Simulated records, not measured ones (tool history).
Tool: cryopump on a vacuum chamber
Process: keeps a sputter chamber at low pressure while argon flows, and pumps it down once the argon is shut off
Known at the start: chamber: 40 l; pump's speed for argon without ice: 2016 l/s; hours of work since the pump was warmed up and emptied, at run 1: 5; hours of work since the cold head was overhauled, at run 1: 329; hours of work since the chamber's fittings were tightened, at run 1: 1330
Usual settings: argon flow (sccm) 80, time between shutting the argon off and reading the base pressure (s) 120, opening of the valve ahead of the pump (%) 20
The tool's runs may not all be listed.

| run | hour | argon flow (sccm) | time between shutting the argon off and reading the base pressure (s) | opening of the valve ahead of the pump (%) | hours of work since the pump was warmed up and emptied | hours of work since the cold head was overhauled | hours of work since the chamber's fittings were tightened | pressure while argon flows (Pa) | pressure after the wait (uPa) |
|---|---|---|---|---|---|---|---|---|---|
| 1 | 0 | 80 | 120 | 20 | 5 | 329 | 1330 | 0.3364 | 1.81 |
| 2 | 6.7 | 80 | 120 | 20 | 10 | 334 | 1334 | 0.3328 | 1.84 |
| 3 | 21.4 | 80 | 120 | 58 | 20 | 344 | 1344 | 0.1166 | 1.87 |
| 4 | 32.5 | 80 | 140 | 58 | 28 | 352 | 1352 | 0.1174 | 1.9 |
| 5 | 44.9 | 80 | 140 | 58 | 37 | 360 | 1361 | 0.1178 | 1.8 |
| 6 | 52.6 | 80 | 140 | 58 | 42 | 366 | 1366 | 0.117 | 1.81 |
| 7 | 63.6 | 80 | 120 | 20 | 50 | 373 | 1374 | 0.3378 | 1.95 |
| 8 | 77.5 | 80 | 120 | 20 | 59 | 383 | 1383 | 0.3404 | 1.86 |
| 9 | 88.2 | 80 | 120 | 20 | 67 | 390 | 1391 | 0.34 | 1.92 |
| 10 | 102.6 | 80 | 120 | 20 | 77 | 400 | 1401 | 0.338 | 1.96 |
| 11 | 114.4 | 80 | 120 | 20 | 85 | 409 | 1409 | 0.3407 | 1.91 |
| 12 | 129 | 80 | 120 | 20 | 95 | 419 | 1419 | 0.3416 | 1.98 |
| 13 | 137.4 | 80 | 169 | 20 | 101 | 425 | 1425 | 0.3405 | 1.91 |
| 14 | 145.4 | 34 | 97 | 23 | 107 | 430 | 1431 | 0.1251 | 2.09 |
| 15 | 157.3 | 80 | 217 | 27 | 115 | 438 | 1439 | 0.2522 | 1.77 |
| 16 | 172.9 | 80 | 217 | 27 | 126 | 449 | 1450 | 0.2575 | 1.88 |
| 17 | 182 | 80 | 51 | 27 | 132 | 456 | 1456 | 0.2548 | 2.58 |
| 18 | 188.5 | 83 | 158 | 20 | 137 | 460 | 1461 | 0.3558 | 1.97 |
| 19 | 203.6 | 82 | 106 | 39 | 147 | 471 | 1471 | 0.1856 | 2.15 |
| 20 | 212.9 | 82 | 106 | 39 | 153 | 477 | 1478 | 0.1841 | 2.19 |
| 21 | 225.8 | 82 | 106 | 39 | 162 | 486 | 1487 | 0.1849 | 2.19 |
| 22 | 237.7 | 82 | 106 | 39 | 171 | 494 | 1495 | 0.1856 | 2.24 |
| 23 | 246.9 | 82 | 106 | 39 | 177 | 501 | 1501 | 0.187 | 2.18 |
| 24 | 255.2 | 56 | 106 | 16 | 183 | 507 | 1507 | 0.2978 | 2.25 |
| 25 | 267 | 75 | 106 | 48 | 191 | 515 | 1515 | 0.1416 | 2.24 |
| 26 | 273.9 | 75 | 106 | 31 | 196 | 520 | 1520 | 0.2116 | 2.31 |

3 ways to go on from here, each from the tool as it stands after run 26. What would each give?
| A | 289.4 | 64 | 68 | 31 | 207 | 530 | 1531 | ? | ? |
| B | 289.4 | 77 | 23 | 20 | 207 | 530 | 1531 | ? | ? |
| C | 289.4 | 42 | 300 | 50 | 207 | 530 | 1531 | ? | ? |

| run | pressure while argon flows (Pa) | pressure after the wait (uPa) |
|---|---|---|
| A | 0.1828 | 2.52 |
| B | 0.3311 | 3.77 |
| C | 0.0765 | 2.02 |
Without the tool's hidden state the same runs would have given:
| run | pressure while argon flows (Pa) | pressure after the wait (uPa) |
|---|---|---|
| A | 0.1734 | 0.77 |
| B | 0.3198 | 2.03 |
| C | 0.0703 | 0.29 |
